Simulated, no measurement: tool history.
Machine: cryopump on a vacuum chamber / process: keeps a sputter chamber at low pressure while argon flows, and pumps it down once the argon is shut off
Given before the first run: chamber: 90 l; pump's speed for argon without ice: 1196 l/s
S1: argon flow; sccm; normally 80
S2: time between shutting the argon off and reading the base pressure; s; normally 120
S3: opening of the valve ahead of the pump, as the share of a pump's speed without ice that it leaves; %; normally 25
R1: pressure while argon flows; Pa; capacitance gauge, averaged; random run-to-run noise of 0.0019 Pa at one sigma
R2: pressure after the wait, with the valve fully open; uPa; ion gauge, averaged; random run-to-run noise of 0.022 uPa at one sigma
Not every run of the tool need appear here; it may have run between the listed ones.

Run 1, hour 0.0: usual settings. Result: R1 0.4670 Pa, R2 2.37 uPa.
Run 2, hour 12.4: usual settings. Result: R1 0.4664 Pa, R2 2.40 uPa.
Run 3, hour 29.8: usual settings but S1 104 sccm. Result: R1 0.6108 Pa, R2 2.44 uPa.
Run 4, hour 48.5: usual settings but S3 54 %. Result: R1 0.2272 Pa, R2 2.49 uPa.
Run 5, hour 57.4: usual settings. Result: R1 0.4664 Pa, R2 2.57 uPa.
Run 6, hour 67.9: usual settings but S3 30 %. Result: R1 0.3982 Pa, R2 2.45 uPa.
At hour 78.6: pump warmed up, emptied and cooled again.
Run 7, hour 82.2: usual settings but S3 30 %. Result: R1 0.3777 Pa, R2 2.27 uPa.
Run 8, hour 102.0: usual settings but S3 53 %. Result: R1 0.2148 Pa, R2 2.23 uPa.
Run 9, hour 122.0: usual settings but S2 253 s. Result: R1 0.4550 Pa, R2 2.07 uPa.
Run 10, hour 141.2: usual settings but S2 253 s. Result: R1 0.4565 Pa, R2 2.14 uPa.
Run 11, hour 155.4: usual settings but S2 253 s. Result: R1 0.4529 Pa, R2 2.15 uPa.
Run 12, hour 168.5: usual settings but S1 46 sccm, S2 132 s, S3 23 %. Result: R1 0.2804 Pa, R2 2.30 uPa.
Run 13, hour 184.8: usual settings but S1 140 sccm, S2 132 s, S3 23 %. Result: R1 0.8651 Pa, R2 2.32 uPa.
At hour 190.9: leaking fittings of the chamber tightened, without venting.
Run 14, hour 206.4: usual settings but S1 140 sccm, S2 42 s, S3 55 %. Result: R1 0.3664 Pa, R2 1.07 uPa.
Run 15, hour 222.6: usual settings but S1 39 sccm, S2 187 s, S3 28 %. Result: R1 0.1985 Pa, R2 0.57 uPa.
Run 16, hour 235.6: usual settings but S2 53 s. Result: R1 0.4581 Pa, R2 0.94 uPa.

Consider 3 possible next runs. They are alternatives, not a sequence: every one starts from the tool as it was left by run 16. What does each give?
Run A, hour 246.9: usual settings but S2 25 s, S3 39 %. Result: R1 ?, R2 ?.
Run B, hour 246.9: usual settings but S1 82 sccm, S2 51 s, S3 21 %. Result: R1 ?, R2 ?.
Run C, hour 246.9: usual settings but S2 53 s, S3 16 %. Result: R1 ?, R2 ?.

run      R1    R2
  A  0.2957  1.64
  B  0.5545  1.02
  C  0.7132  1.01
Without the tool's hidden state the same runs would have given:
run      R1    R2
  A  0.2913  1.54
  B  0.5500  0.92
  C  0.7088  0.91
